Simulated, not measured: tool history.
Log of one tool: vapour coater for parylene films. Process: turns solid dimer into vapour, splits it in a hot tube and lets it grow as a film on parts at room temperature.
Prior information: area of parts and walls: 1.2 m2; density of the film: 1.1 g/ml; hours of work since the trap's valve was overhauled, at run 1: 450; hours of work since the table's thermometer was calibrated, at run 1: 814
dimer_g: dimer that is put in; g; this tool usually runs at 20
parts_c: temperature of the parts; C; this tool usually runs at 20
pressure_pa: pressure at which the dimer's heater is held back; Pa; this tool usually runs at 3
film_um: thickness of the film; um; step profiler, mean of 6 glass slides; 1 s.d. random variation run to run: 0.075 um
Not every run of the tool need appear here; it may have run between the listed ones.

run    hour  dimer_g  parts_c  pressure_pa  hours of work since the trap's valve was overhauled  hours of work since the table's thermometer was calibrated  film_um
  1       0       20       20            3                                                  450                                                         814     9.74
  2      23       20       20            3                                                  466                                                         831     9.75
       38.2  -- trap's valve overhauled
  3    62.1       20       20            3                                                   17                                                         856    10.27
  4     109       20       20            3                                                   51                                                         890     10.2
  5   139.6       20       20            3                                                   73                                                         912    10.08
  6     181       20       20            3                                                  103                                                         941    10.15
  7   218.6       20       20            3                                                  130                                                         968    10.02
  8   261.4       20       20            3                                                  160                                                         999    10.14
  9   297.3       20       20            3                                                  186                                                        1025    10.15
 10     321       20       17            3                                                  203                                                        1042    10.64
 11   364.1       20       17            3                                                  234                                                        1073    10.52
 12   403.6       20       16            3                                                  263                                                        1101     10.8
 13   452.8       20       16            3                                                  298                                                        1137    10.61
      474.2  -- table's thermometer calibrated
 14   504.6        9       20            3                                                  334                                                          22     4.42
 15   536.3       20       20            3                                                  357                                                          45     9.65
 16   583.7       20       20            3                                                  391                                                          79     9.61
 17   621.6       20       20            3                                                  418                                                         106     9.82
 18     646       20       20            3                                                  436                                                         123     9.67
 19   673.8       20       20            3                                                  456                                                         143     9.73
      704.4  -- trap's valve overhauled
 20     709       20       20            3                                                    3                                                         166    10.28
 21   753.5       20       20            3                                                   35                                                         198    10.25
 22     781       20       20         2.88                                                   55                                                         218    10.28
 23   813.6       20       20         2.88                                                   79                                                         241    10.17
 24   854.3       20       20         2.88                                                  108                                                         270    10.16
 25   891.3       20       20         2.88                                                  134                                                         297    10.15
 26   941.7       16       15            3                                                  171                                                         333     8.76
 27   967.9       22       25         3.22                                                  189                                                         352     9.95
 28  1001.9       27       15         4.19                                                  214                                                         376    14.06
 29  1051.7       20       16            3                                                  250                                                         412    10.71
 30  1100.7       30       13         3.96                                                  285                                                         447    16.21
 31  1138.6       30       13         3.96                                                  312                                                         475    15.87
 32  1172.1       30       13         3.96                                                  336                                                         499     15.9
 33  1207.3       30       13         3.96                                                  361                                                         524    15.71
 34  1257.1       19       17         4.29                                                  397                                                         560     9.26
 35  1304.3       28       20            3                                                  431                                                         594    13.68
 36  1342.9       19       20         4.19                                                  459                                                         621     8.78
       1368  -- trap's valve overhauled
 37  1370.8       31       20         6.88                                                    2                                                         639     13.5
 38  1408.8       17       20         3.21                                                   29                                                         666     8.56
 39  1444.3       17       20         3.21                                                   55                                                         691     8.49
 40    1490       15       13         4.25                                                   88                                                         724     8.14
 41  1528.3       23       20            3                                                  115                                                         752    11.64
 42    1562       23       20            3                                                  139                                                         776    11.61
 43    1589       15       17        10.33                                                  159                                                         795     6.23
 44    1639       20       32         3.73                                                  195                                                         831     7.65
 45  1691.8       35       20            3                                                  233                                                         869    17.66
 46  1716.7       35       20            3                                                  251                                                         887    17.44
 47  1738.4        9       18         2.95                                                  266                                                         903     4.66
 48  1788.6       13       16         2.95                                                  302                                                         939     7.08

Some steps in film_um between neighbouring runs. How much of each would the tool show without its hidden state too (settings, what came in, random variation), and how much is left for the hidden state, with any gauge scatter that isn't in both results?
Hidden state at play: vapour lost through the trap's worn valve, %; true temperature of the parts over the reading, C; drift of the gauge itself on film_um, %.
Run 2 -> 3: trap's valve overhauled. film_um +0.52 um: hidden state +0.44, all else +0.08.
Run 19 -> 20: trap's valve overhauled. film_um +0.55 um: hidden state +0.45, all else +0.1.
Run 33 -> 34: dimer_g 30 -> 19, parts_c 13 -> 17, pressure_pa 3.96 -> 4.29. film_um -6.45 um: hidden state +0.18, all else -6.63.
Run 36 -> 37: dimer_g 19 -> 31, pressure_pa 4.19 -> 6.88, trap's valve overhauled. film_um +4.72 um: hidden state +0.39, all else +4.33.
Run 44 -> 45: dimer_g 20 -> 35, parts_c 32 -> 20, pressure_pa 3.73 -> 3. film_um +10.01 um: hidden state -0.21, all else +10.22.
Run 46 -> 47: dimer_g 35 -> 9, parts_c 20 -> 18, pressure_pa 3 -> 2.95. film_um -12.78 um: hidden state +0.25, all else -13.03.
